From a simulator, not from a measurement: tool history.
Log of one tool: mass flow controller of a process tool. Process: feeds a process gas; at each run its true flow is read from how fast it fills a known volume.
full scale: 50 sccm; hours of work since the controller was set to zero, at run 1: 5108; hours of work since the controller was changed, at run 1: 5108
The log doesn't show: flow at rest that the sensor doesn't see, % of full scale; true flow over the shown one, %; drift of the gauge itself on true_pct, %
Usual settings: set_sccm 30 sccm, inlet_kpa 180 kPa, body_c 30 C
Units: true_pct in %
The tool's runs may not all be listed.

run,hour,set_sccm,inlet_kpa,body_c,hours of work since the controller was set to zero,hours of work since the controller was changed,true_pct
1,0.0,30,180,30,5108,5108,99.79
2,58.0,30,180,30,5136,5136,99.81
3,132.5,25,180,30,5171,5171,99.48
4,165.4,28,180,30,5186,5186,99.72
5,213.8,28,180,30,5209,5209,99.72
6,295.2,28,180,30,5248,5248,99.68
7,348.4,28,180,30,5273,5273,99.80
8,401.2,30,180,30,5298,5298,99.66
9,445.9,30,180,30,5319,5319,99.81
10,526.3,30,180,30,5356,5356,99.90
11,591.9,30,180,30,5387,5387,99.91
12,664.0,30,180,37,5421,5421,99.07
# hour 669.5: controller's zero set anew
13,738.7,30,180,37,33,5456,98.70
14,797.5,30,180,37,60,5484,98.72
15,831.2,30,180,37,76,5500,98.72
16,886.9,10,180,37,102,5526,94.99
17,924.0,30,180,30,120,5544,99.37
# hour 940.1: controller's zero set anew, once more
18,1001.1,30,180,30,29,5580,101.16
19,1065.9,30,180,30,59,5610,101.17
20,1137.4,34,273,30,93,5644,100.78
21,1189.1,34,273,30,117,5668,100.77
22,1263.0,5,172,30,152,5703,100.88
23,1308.4,14,190,38,174,5725,100.14
24,1372.2,19,216,30,204,5755,100.89
25,1409.8,6,196,36,221,5772,100.20
26,1457.6,6,142,36,244,5795,100.25
27,1510.2,30,174,30,269,5820,101.23
28,1580.7,30,174,30,302,5853,101.29
29,1641.0,18,146,30,330,5881,101.09
30,1718.0,24,266,22,367,5918,101.61
31,1782.5,24,240,33,397,5948,100.70
32,1841.4,24,198,30,425,5976,101.15
33,1883.7,30,180,31,445,5996,101.11
34,1933.4,30,180,31,468,6019,101.00
35,1981.6,30,200,22,491,6042,101.89
36,2040.5,29,157,23,519,6070,101.89
37,2113.8,29,157,23,553,6104,101.95
38,2187.2,30,239,30,588,6139,100.98

Hidden state at the last listed run before each entry between runs and at the first one after, where it differs:
Between runs 12 and 13: controller's zero set anew (hour 669.5)
  flow at rest that the sensor doesn't see, % of full scale: -0.817 -> -1.081; true flow over the shown one, %: 1.7 -> 1.71
  measured less the result without the state, true_pct: +0.34 -> -0.09 %
Between runs 17 and 18: controller's zero set anew, once more (hour 940.1)
  flow at rest that the sensor doesn't see, % of full scale: -1.094 -> -0.006; true flow over the shown one, %: 1.74 -> 1.75
  measured less the result without the state, true_pct: -0.09 -> +1.74 %
